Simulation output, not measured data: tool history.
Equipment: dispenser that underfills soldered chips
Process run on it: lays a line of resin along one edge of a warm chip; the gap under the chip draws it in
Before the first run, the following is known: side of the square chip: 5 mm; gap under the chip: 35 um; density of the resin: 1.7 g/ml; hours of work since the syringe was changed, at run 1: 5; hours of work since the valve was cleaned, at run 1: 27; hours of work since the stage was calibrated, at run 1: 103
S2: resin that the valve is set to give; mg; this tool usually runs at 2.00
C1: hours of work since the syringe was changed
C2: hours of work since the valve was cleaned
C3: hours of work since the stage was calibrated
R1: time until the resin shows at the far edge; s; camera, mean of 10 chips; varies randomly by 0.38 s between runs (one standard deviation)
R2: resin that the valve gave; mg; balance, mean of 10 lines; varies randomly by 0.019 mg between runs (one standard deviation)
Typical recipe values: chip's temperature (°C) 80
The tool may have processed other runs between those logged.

Run 1, hour 0.0: usual settings; C1 5; C2 27; C3 103. Result: R1 32.0 s, R2 1.97 mg.
At hour 3.6: new syringe of resin.
Run 2, hour 10.0: usual settings; C1 5; C2 34; C3 110. Result: R1 32.1 s, R2 1.98 mg.
At hour 13.4: new syringe of resin.
At hour 22.7: new syringe of resin.
Run 3, hour 23.7: usual settings but S2 2.36 mg; C1 1; C2 44; C3 121. Result: R1 24.3 s, R2 2.31 mg.
At hour 32.5: new syringe of resin.
Run 4, hour 37.7: usual settings but S2 1.82 mg; C1 4; C2 55; C3 131. Result: R1 31.7 s, R2 1.76 mg.
At hour 42.4: new syringe of resin.
Run 5, hour 46.0: usual settings but S2 1.82 mg; C1 3; C2 61; C3 138. Result: R1 29.0 s, R2 1.78 mg.
At hour 51.5: new syringe of resin.
Run 6, hour 55.7: usual settings but S2 2.34 mg; C1 3; C2 69; C3 145. Result: R1 27.9 s, R2 2.26 mg.
At hour 61.3: new syringe of resin.
Run 7, hour 66.5: usual settings; C1 4; C2 77; C3 153. Result: R1 30.6 s, R2 1.93 mg.
At hour 71.3: new syringe of resin.
Run 8, hour 73.5: usual settings; C1 2; C2 82; C3 158. Result: R1 26.3 s, R2 1.88 mg.
At hour 80.6: new syringe of resin.
Run 9, hour 80.7: usual settings; C1 0; C2 87; C3 164. Result: R1 24.0 s, R2 1.91 mg.
At hour 90.5: new syringe of resin.
Run 10, hour 91.2: usual settings; C1 1; C2 95; C3 172. Result: R1 24.2 s, R2 1.92 mg.
At hour 99.9: new syringe of resin.
Run 11, hour 102.4: usual settings but S2 2.40 mg; C1 2; C2 104; C3 180. Result: R1 25.6 s, R2 2.24 mg.
At hour 109.3: new syringe of resin.
Run 12, hour 114.3: usual settings but S2 2.40 mg; C1 4; C2 113; C3 189. Result: R1 28.2 s, R2 2.26 mg.
At hour 118.8: new syringe of resin.
Run 13, hour 123.5: usual settings; C1 4; C2 120; C3 196. Result: R1 29.6 s, R2 1.86 mg.
At hour 128.3: new syringe of resin.
Run 14, hour 131.1: usual settings but chip's temperature (°C) 66; C1 2; C2 126; C3 202. Result: R1 41.3 s, R2 1.83 mg.
At hour 138.1: new syringe of resin.
Run 15, hour 145.5: usual settings but chip's temperature (°C) 66; C1 6; C2 137; C3 213. Result: R1 53.9 s, R2 1.87 mg.
At hour 147.3: dispensing valve cleaned and set on the balance.
At hour 148.2: new syringe of resin.
At hour 157.5: new syringe of resin.
Run 16, hour 161.6: usual settings but chip's temperature (°C) 66; C1 3; C2 11; C3 224. Result: R1 43.4 s, R2 2.00 mg.
At hour 167.2: new syringe of resin.
Run 17, hour 172.2: usual settings but chip's temperature (°C) 66; C1 4; C2 19; C3 232. Result: R1 44.7 s, R2 2.00 mg.
At hour 176.7: new syringe of resin.
Run 18, hour 179.9: usual settings but S2 1.73 mg; C1 3; C2 25; C3 238. Result: R1 27.9 s, R2 1.68 mg.
At hour 186.2: new syringe of resin.
Run 19, hour 187.4: usual settings but chip's temperature (°C) 77, S2 1.83 mg; C1 1; C2 30; C3 244. Result: R1 27.1 s, R2 1.80 mg.
At hour 195.5: new syringe of resin.
Run 20, hour 195.7: usual settings but chip's temperature (°C) 77, S2 1.83 mg; C1 0; C2 36; C3 250. Result: R1 26.0 s, R2 1.82 mg.
At hour 205.4: new syringe of resin.
Run 21, hour 211.1: usual settings but S2 1.86 mg; C1 4; C2 48; C3 262. Result: R1 32.0 s, R2 1.80 mg.
At hour 214.5: new syringe of resin.
Run 22, hour 218.8: usual settings but chip's temperature (°C) 72, S2 1.89 mg; C1 3; C2 54; C3 268. Result: R1 36.7 s, R2 1.85 mg.
At hour 223.8: new syringe of resin.
Run 23, hour 231.7: usual settings but chip's temperature (°C) 79; C1 6; C2 64; C3 277. Result: R1 35.2 s, R2 1.92 mg.
At hour 233.0: new syringe of resin.
Run 24, hour 240.9: usual settings but chip's temperature (°C) 73, S2 2.07 mg; C1 6; C2 71; C3 284. Result: R1 42.3 s, R2 1.99 mg.
At hour 242.0: new syringe of resin.
At hour 251.1: new syringe of resin.
Run 25, hour 251.9: usual settings but chip's temperature (°C) 73, S2 2.14 mg; C1 1; C2 79; C3 292. Result: R1 28.9 s, R2 2.05 mg.
At hour 261.1: new syringe of resin.
Run 26, hour 266.5: usual settings but chip's temperature (°C) 65, S2 1.76 mg; C1 4; C2 90; C3 304. Result: R1 51.9 s, R2 1.64 mg.
At hour 270.2: new syringe of resin.
Run 27, hour 274.1: usual settings but chip's temperature (°C) 84, S2 2.57 mg; C1 3; C2 96; C3 309. Result: R1 23.0 s, R2 2.42 mg.
At hour 279.4: new syringe of resin.
At hour 288.5: new syringe of resin.
Run 28, hour 288.5: usual settings but S2 1.93 mg; C1 0; C2 107; C3 320. Result: R1 22.8 s, R2 1.81 mg.
At hour 298.1: new syringe of resin.
Run 29, hour 300.1: usual settings but chip's temperature (°C) 90, S2 2.06 mg; C1 2; C2 115; C3 329. Result: R1 18.7 s, R2 1.98 mg.
At hour 307.8: new syringe of resin.
Run 30, hour 308.8: usual settings but chip's temperature (°C) 83, S2 1.71 mg; C1 1; C2 122; C3 336. Result: R1 23.0 s, R2 1.61 mg.
At hour 317.0: new syringe of resin.
Run 31, hour 318.9: usual settings but S2 2.05 mg; C1 1; C2 130; C3 343. Result: R1 24.4 s, R2 1.90 mg.
At hour 326.1: new syringe of resin.
Run 32, hour 327.9: usual settings but chip's temperature (°C) 70, S2 1.72 mg; C1 1; C2 136; C3 350. Result: R1 37.3 s, R2 1.61 mg.
At hour 329.8: dispensing valve cleaned and set on the balance.
At hour 336.2: new syringe of resin.
Run 33, hour 336.2: usual settings but chip's temperature (°C) 79, S2 2.59 mg; C1 0; C2 5; C3 355. Result: R1 21.8 s, R2 2.58 mg.
At hour 345.5: new syringe of resin.
Run 34, hour 346.6: usual settings but chip's temperature (°C) 82, S2 1.71 mg; C1 1; C2 13; C3 363. Result: R1 23.2 s, R2 1.71 mg.
At hour 354.5: new syringe of resin.
Run 35, hour 354.7: usual settings but chip's temperature (°C) 82, S2 1.71 mg; C1 0; C2 19; C3 369. Result: R1 23.2 s, R2 1.70 mg.

A few steps of R1 between consecutive runs. Split each: what settings, incoming material and random variation would produce without the hidden state, and what is left over for the hidden state, along with gauge scatter present in only one of the two compared results (measured, and without hidden state):
Unlogged tool condition in this case: resin's viscosity, % of fresh resin's; dose that the valve gives, % of what is set; true chip temperature over the reading, C; drift of the gauge itself on fill_s, %; drift of the gauge itself on given_mg, %.
Run 14 -> 15: new syringe of resin. R1 +12.6 s: hidden state +11.8, all else +0.8.
Run 17 -> 18: chip's temperature (°C) 66 -> 80, S2 2.00 -> 1.73, new syringe of resin. R1 -16.8 s: hidden state -4.7, all else -12.1.
Run 24 -> 25: S2 2.07 -> 2.14, new syringe of resin, new syringe of resin. R1 -13.4 s: hidden state -12.5, all else -0.9.
Run 25 -> 26: chip's temperature (°C) 73 -> 65, S2 2.14 -> 1.76, new syringe of resin. R1 +23.0 s: hidden state +12.2, all else +10.8.
Run 26 -> 27: chip's temperature (°C) 65 -> 84, S2 1.76 -> 2.57, new syringe of resin. R1 -28.9 s: hidden state -8.8, all else -20.1.

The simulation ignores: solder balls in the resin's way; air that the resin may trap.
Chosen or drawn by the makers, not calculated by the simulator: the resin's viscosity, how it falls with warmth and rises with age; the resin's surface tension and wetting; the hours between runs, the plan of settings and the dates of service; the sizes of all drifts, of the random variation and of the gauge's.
